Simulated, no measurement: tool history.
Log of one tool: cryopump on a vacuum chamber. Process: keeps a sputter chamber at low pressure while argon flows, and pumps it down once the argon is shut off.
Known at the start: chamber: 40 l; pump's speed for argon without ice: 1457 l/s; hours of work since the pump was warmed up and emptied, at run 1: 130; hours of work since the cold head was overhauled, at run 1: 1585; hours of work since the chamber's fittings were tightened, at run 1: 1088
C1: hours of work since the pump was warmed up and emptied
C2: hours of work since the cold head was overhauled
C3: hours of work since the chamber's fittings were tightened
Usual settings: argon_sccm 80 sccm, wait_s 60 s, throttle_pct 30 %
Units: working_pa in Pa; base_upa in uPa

{"run": 1, "day": 0.0, "argon_sccm": 80, "wait_s": 60, "throttle_pct": 30, "C1": 130, "C2": 1585, "C3": 1088, "working_pa": 0.3163, "base_upa": 2.42}
{"run": 2, "day": 3.221, "argon_sccm": 80, "wait_s": 60, "throttle_pct": 30, "C1": 176, "C2": 1632, "C3": 1135, "working_pa": 0.32, "base_upa": 2.57}
{"run": 3, "day": 8.146, "argon_sccm": 80, "wait_s": 60, "throttle_pct": 30, "C1": 248, "C2": 1704, "C3": 1206, "working_pa": 0.322, "base_upa": 2.64}
{"run": 4, "day": 12.104, "argon_sccm": 80, "wait_s": 60, "throttle_pct": 30, "C1": 306, "C2": 1761, "C3": 1264, "working_pa": 0.323, "base_upa": 2.82}
{"run": 5, "day": 16.671, "argon_sccm": 80, "wait_s": 60, "throttle_pct": 30, "C1": 372, "C2": 1828, "C3": 1330, "working_pa": 0.3263, "base_upa": 2.86}
{"run": 6, "day": 21.412, "argon_sccm": 80, "wait_s": 60, "throttle_pct": 30, "C1": 442, "C2": 1897, "C3": 1400, "working_pa": 0.3298, "base_upa": 3.07}
{"run": 7, "day": 25.071, "argon_sccm": 80, "wait_s": 60, "throttle_pct": 41, "C1": 495, "C2": 1950, "C3": 1453, "working_pa": 0.2504, "base_upa": 3.19}
{"run": 8, "day": 27.862, "argon_sccm": 100, "wait_s": 167, "throttle_pct": 18, "C1": 536, "C2": 1991, "C3": 1494, "working_pa": 0.6752, "base_upa": 2.74}
{"run": 9, "day": 31.062, "argon_sccm": 100, "wait_s": 94, "throttle_pct": 25, "C1": 582, "C2": 2038, "C3": 1540, "working_pa": 0.4995, "base_upa": 3.19}
{"run": 10, "day": 36.467, "argon_sccm": 127, "wait_s": 21, "throttle_pct": 30, "C1": 661, "C2": 2116, "C3": 1619, "working_pa": 0.5448, "base_upa": 5.19}
{"day": 37.121, "done": "pump warmed up, emptied and cooled again"}
{"run": 11, "day": 39.042, "argon_sccm": 127, "wait_s": 21, "throttle_pct": 30, "C1": 28, "C2": 2151, "C3": 1653, "working_pa": 0.4934, "base_upa": 4.56}
{"run": 12, "day": 43.612, "argon_sccm": 127, "wait_s": 171, "throttle_pct": 32, "C1": 95, "C2": 2217, "C3": 1720, "working_pa": 0.4687, "base_upa": 2.63}
{"run": 13, "day": 47.246, "argon_sccm": 136, "wait_s": 235, "throttle_pct": 19, "C1": 148, "C2": 2270, "C3": 1773, "working_pa": 0.8434, "base_upa": 2.66}

Forecast each of these 3 alternatives for the next run:
{"day": 48.125, "done": "leaking fittings of the chamber tightened, without venting"}
{"run": "A", "day": 49.975, "argon_sccm": 80, "wait_s": 60, "throttle_pct": 17, "C1": 186, "C2": 2309, "C3": 27, "working_pa": "?", "base_upa": "?"}
{"day": 48.125, "done": "leaking fittings of the chamber tightened, without venting"}
{"run": "B", "day": 49.975, "argon_sccm": 43, "wait_s": 147, "throttle_pct": 20, "C1": 186, "C2": 2309, "C3": 27, "working_pa": "?", "base_upa": "?"}
{"day": 48.125, "done": "leaking fittings of the chamber tightened, without venting"}
{"run": "C", "day": 49.975, "argon_sccm": 77, "wait_s": 96, "throttle_pct": 42, "C1": 186, "C2": 2309, "C3": 27, "working_pa": "?", "base_upa": "?"}

run=A working_pa=0.5539 base_upa=1.12
run=B working_pa=0.2519 base_upa=0.63
run=C working_pa=0.2223 base_upa=0.83
Without the tool's hidden state the same runs would have given:
run=A working_pa=0.5455 base_upa=1.04
run=B working_pa=0.2474 base_upa=0.55
run=C working_pa=0.2141 base_upa=0.75
